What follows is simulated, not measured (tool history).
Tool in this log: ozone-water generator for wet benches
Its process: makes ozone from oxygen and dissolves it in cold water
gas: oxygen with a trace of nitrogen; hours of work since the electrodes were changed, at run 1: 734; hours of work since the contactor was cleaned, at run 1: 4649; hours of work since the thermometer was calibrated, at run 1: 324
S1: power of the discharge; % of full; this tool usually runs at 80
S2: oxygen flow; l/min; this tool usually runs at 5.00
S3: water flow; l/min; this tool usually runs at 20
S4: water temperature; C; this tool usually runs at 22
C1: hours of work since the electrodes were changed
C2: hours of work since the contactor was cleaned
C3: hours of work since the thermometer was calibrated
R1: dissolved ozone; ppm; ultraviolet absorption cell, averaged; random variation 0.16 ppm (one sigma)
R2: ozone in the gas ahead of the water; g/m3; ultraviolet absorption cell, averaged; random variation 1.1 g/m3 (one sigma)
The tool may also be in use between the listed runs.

run      day  S1    S2  S3  S4    C1    C2    C3    R1     R2
  1    0.000  80  5.00  20  22   734  4649   324  20.2  181.2
  2    6.067  80  5.00  20  14   823  4738   413  22.3  182.7
  3   11.300  80  5.00  20  14   899  4814   489  22.1  183.1
  4   16.667  80  5.00  20  14   977  4892   567  21.9  181.1
  5   19.112  80  5.00  20  22  1012  4928   603  19.7  181.0
  6   23.671  80  5.00  20  22  1079  4994   669  19.5  181.7
  7   27.271  80  5.00  15  22  1131  5046   721  24.3  181.2
  8   30.346  80  5.00  15  22  1176  5091   766  24.1  181.6
  9   36.421  80  5.00  15  22  1264  5180   855  23.9  180.7
 10   39.046  80  5.00  24  22  1303  5218   893  16.6  179.3
 11   44.446  80  5.00  24  22  1381  5296   972  16.7  180.9
 12   47.921  80  5.00  21  22  1432  5347  1022  18.7  179.9
 13   52.300  80  5.00  21  22  1496  5411  1086  18.9  178.6
 14   54.838  80  5.00  20  22  1533  5448  1123  19.3  178.9
 15   59.312  80  5.00  20  22  1598  5513  1188  19.4  179.1
 16   62.046  80  5.00  20  22  1638  5553  1228  19.3  178.0
 17   65.325  80  5.00  20  22  1685  5600  1276  19.3  178.9
 18   71.108  80  5.00  22  19  1770  5685  1360  18.7  178.3
 19   76.204  80  5.00  22  19  1844  5759  1434  18.5  179.6
 20   79.183  80  5.00  22  19  1887  5802  1477  18.5  178.6
 21   83.000  51  2.58  20  17  1943  5858  1533  13.7  181.1
 22   87.188  43  8.30  31  23  2004  5919  1594   7.5   78.7
 23   93.079  80  5.00  18  22  2089  6005  1680  20.9  176.4
 24   97.300  80  5.00  20  27  2151  6066  1741  17.6  176.9
      97.812  -- water thermometer calibrated
 25  101.758  43  5.00  18  22  2216  6131    57  12.5  107.0
 26  105.850  80  3.25  20  22  2275  6190   117  19.1  224.7
 27  109.667  80  3.25  20  22  2331  6246   173  18.8  226.9
 28  112.162  98  2.75  27  22  2367  6282   209  16.0  292.9
     115.550  -- water thermometer calibrated, once more
 29  115.558  80  5.71  20  20  2416  6331     0  19.5  160.7
 30  121.454  43  5.00  31  22  2502  6417    86   7.6  108.0
 31  124.067  43  5.00  31  22  2540  6455   124   7.7  106.8
 32  127.004  80  3.62  21  22  2583  6498   167  18.4  210.0
 33  132.938  47  3.62  21  14  2669  6584   253  13.0  138.5

Selected run-to-run steps in R1, each split into two signed amounts: the part the tool would show with no hidden state at all (from settings, incoming material and random variation), and the remainder, which goes to the hidden state together with any gauge scatter not common to the measured and the hidden-state-free results:
The tool's hidden condition here consists of: yield of the discharge, % of new electrodes'; contactor's efficiency, % of a clean one's; true water temperature over the reading, C; drift of the gauge itself on ozone_ppm, %; drift of the gauge itself on gas_g_m3, %.
Run 22 -> 23: S1 43 -> 80, S2 8.30 -> 5.00, S3 31 -> 18, S4 23 -> 22. R1 +13.4 ppm: hidden state -1.4, all else +14.8.
Run 29 -> 30: S1 80 -> 43, S2 5.71 -> 5.00, S3 20 -> 31, S4 20 -> 22. R1 -11.9 ppm: hidden state +1.5, all else -13.4.
Run 31 -> 32: S1 43 -> 80, S2 5.00 -> 3.62, S3 31 -> 21. R1 +10.7 ppm: hidden state -1.4, all else +12.1.
